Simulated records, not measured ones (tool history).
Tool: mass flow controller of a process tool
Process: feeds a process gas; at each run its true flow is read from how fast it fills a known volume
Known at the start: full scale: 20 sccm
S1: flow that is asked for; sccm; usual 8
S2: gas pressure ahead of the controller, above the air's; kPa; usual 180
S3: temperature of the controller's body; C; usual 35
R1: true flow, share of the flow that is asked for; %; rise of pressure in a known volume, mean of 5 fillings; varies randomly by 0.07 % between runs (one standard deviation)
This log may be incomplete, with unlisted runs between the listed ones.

{"run": 1, "hour": 0.0, "S1": 8, "S2": 180, "S3": 35, "R1": 97.68}
{"run": 2, "hour": 77.7, "S1": 11, "S2": 180, "S3": 35, "R1": 98.16}
{"run": 3, "hour": 125.7, "S1": 8, "S2": 180, "S3": 35, "R1": 97.69}
{"run": 4, "hour": 201.0, "S1": 4, "S2": 180, "S3": 35, "R1": 97.62}
{"run": 5, "hour": 249.3, "S1": 8, "S2": 180, "S3": 35, "R1": 97.7}
{"run": 6, "hour": 293.4, "S1": 8, "S2": 180, "S3": 26, "R1": 98.11}
{"run": 7, "hour": 329.4, "S1": 8, "S2": 180, "S3": 20, "R1": 98.51}
{"run": 8, "hour": 387.6, "S1": 8, "S2": 180, "S3": 35, "R1": 97.82}
{"run": 9, "hour": 457.3, "S1": 8, "S2": 180, "S3": 35, "R1": 97.79}
{"run": 10, "hour": 511.2, "S1": 8, "S2": 180, "S3": 35, "R1": 97.78}
{"run": 11, "hour": 551.3, "S1": 8, "S2": 180, "S3": 35, "R1": 97.63}
{"run": 12, "hour": 622.5, "S1": 8, "S2": 180, "S3": 35, "R1": 97.73}
{"run": 13, "hour": 682.3, "S1": 8, "S2": 180, "S3": 35, "R1": 97.78}
{"run": 14, "hour": 745.1, "S1": 8, "S2": 180, "S3": 21, "R1": 98.37}
{"run": 15, "hour": 816.8, "S1": 8, "S2": 180, "S3": 21, "R1": 98.58}
{"run": 16, "hour": 890.3, "S1": 8, "S2": 180, "S3": 21, "R1": 98.61}
{"run": 17, "hour": 976.4, "S1": 8, "S2": 180, "S3": 21, "R1": 98.41}
{"run": 18, "hour": 1013.2, "S1": 8, "S2": 180, "S3": 35, "R1": 97.72}
{"run": 19, "hour": 1075.4, "S1": 8, "S2": 180, "S3": 35, "R1": 97.71}
{"run": 20, "hour": 1129.3, "S1": 8, "S2": 180, "S3": 35, "R1": 97.9}
{"run": 21, "hour": 1193.9, "S1": 8, "S2": 180, "S3": 35, "R1": 97.73}
{"run": 22, "hour": 1247.6, "S1": 8, "S2": 180, "S3": 35, "R1": 97.83}
{"run": 23, "hour": 1307.8, "S1": 8, "S2": 180, "S3": 37, "R1": 97.66}
{"run": 24, "hour": 1382.8, "S1": 3, "S2": 180, "S3": 37, "R1": 98.11}
{"run": 25, "hour": 1459.4, "S1": 8, "S2": 180, "S3": 35, "R1": 97.76}
{"run": 26, "hour": 1536.6, "S1": 8, "S2": 180, "S3": 35, "R1": 97.69}
{"run": 27, "hour": 1573.4, "S1": 8, "S2": 180, "S3": 35, "R1": 97.84}
{"run": 28, "hour": 1617.1, "S1": 8, "S2": 180, "S3": 22, "R1": 98.58}
{"run": 29, "hour": 1699.5, "S1": 18, "S2": 182, "S3": 24, "R1": 99.54}
{"run": 30, "hour": 1734.7, "S1": 18, "S2": 182, "S3": 24, "R1": 99.57}
{"hour": 1740.9, "done": "controller's zero set anew"}
{"run": 31, "hour": 1772.4, "S1": 5, "S2": 166, "S3": 24, "R1": 98.81}
{"run": 32, "hour": 1825.9, "S1": 2, "S2": 200, "S3": 35, "R1": 100.08}
{"run": 33, "hour": 1900.1, "S1": 2, "S2": 200, "S3": 35, "R1": 100.25}
{"run": 34, "hour": 1939.3, "S1": 8, "S2": 152, "S3": 38, "R1": 98.08}
{"run": 35, "hour": 1984.1, "S1": 8, "S2": 267, "S3": 35, "R1": 97.71}
{"run": 36, "hour": 2043.2, "S1": 11, "S2": 171, "S3": 26, "R1": 98.84}
{"run": 37, "hour": 2097.6, "S1": 11, "S2": 171, "S3": 26, "R1": 98.71}
{"run": 38, "hour": 2144.1, "S1": 11, "S2": 203, "S3": 26, "R1": 98.51}
{"run": 39, "hour": 2210.1, "S1": 6, "S2": 239, "S3": 26, "R1": 98.36}
{"hour": 2233.8, "done": "controller's zero set anew, once more"}
{"run": 40, "hour": 2290.7, "S1": 8, "S2": 180, "S3": 23, "R1": 97.64}

For run 41, what comes out?
{"run": 41, "hour": 2335.3, "S1": 8, "S2": 182, "S3": 23, "R1": "?"}

Run 41 measured R1 97.59 %.
On a tool with no hidden condition, and with the same random variation, this run would have come out at R1 98.18 %.
